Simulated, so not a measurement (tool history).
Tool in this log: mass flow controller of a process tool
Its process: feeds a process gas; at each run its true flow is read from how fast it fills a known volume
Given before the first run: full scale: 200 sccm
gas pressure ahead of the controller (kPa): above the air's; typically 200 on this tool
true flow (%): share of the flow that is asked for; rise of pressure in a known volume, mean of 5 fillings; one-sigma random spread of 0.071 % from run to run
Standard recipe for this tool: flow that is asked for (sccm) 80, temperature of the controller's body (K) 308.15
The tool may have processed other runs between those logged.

run,hour,flow that is asked for (sccm),gas pressure ahead of the controller (kPa),temperature of the controller's body (K),true flow (%)
1,0,80,200,308.15,100.29
2,110.5,114,200,308.15,100.64
3,207.9,80,256,308.15,100.74
4,298.5,80,256,308.15,100.71
5,398.4,80,256,308.15,100.77
6,469,80,200,308.15,100.39
7,548.5,80,200,308.15,100.36
8,647.4,80,200,308.15,100.46
9,696.2,101,200,308.15,100.6
10,779.1,101,200,308.15,100.49
11,878.2,101,200,308.15,100.65
12,949.2,101,200,308.15,100.52
13,1046.9,101,200,308.15,100.57
14,1150,80,200,308.15,100.25
15,1227.2,80,200,308.15,100.41
16,1320.3,80,200,308.15,100.49
17,1399.6,80,200,308.15,100.34
18,1454.5,80,200,308.15,100.37
19,1530.3,80,200,308.15,100.28
20,1616.4,80,200,308.15,100.39
21,1716.1,80,200,308.15,100.46
22,1819.9,112,219,308.15,100.53
23,1931.5,37,212,308.15,100.15
24,1991.1,96,200,308.15,100.43
25,2042.1,80,200,309.15,100.44
26,2131.4,80,200,309.15,100.52
27,2232.7,80,200,306.15,100.21
28,2327.7,25,228,300.15,99.47
29,2415.5,101,241,304.15,100.37
30,2472.9,101,241,304.15,100.38
31,2528.9,129,280,304.15,100.67
32,2633.2,71,280,305.15,100.41
33,2743.8,121,159,305.15,100.11
34,2831.7,121,198,295.15,99.15
35,2907.9,51,228,295.15,99.05
36,2980.3,67,194,298.15,99.12
37,3032,52,194,298.15,99.26
38,3096.6,52,194,298.15,99.09
39,3196.6,140,264,296.15,99.82
40,3300.2,140,264,296.15,99.9
41,3408.4,57,264,299.15,99.6
42,3485.8,28,148,305.15,99.46

5 options for the next run, each taken on its own from the tool as it stands now. Forecast them:
A,3598.1,37,183,311.15,?
B,3598.1,80,202,306.15,?
C,3598.1,142,168,302.15,?
D,3598.1,28,263,307.15,?
E,3598.1,28,267,305.15,?

run,true flow (%)
A,100.47
B,100.16
C,99.87
D,100.35
E,100.21
Take away the tool's hidden state, keep each run's random variation, and the runs would have read:
run,true flow (%)
A,100.48
B,100.16
C,99.86
D,100.37
E,100.22
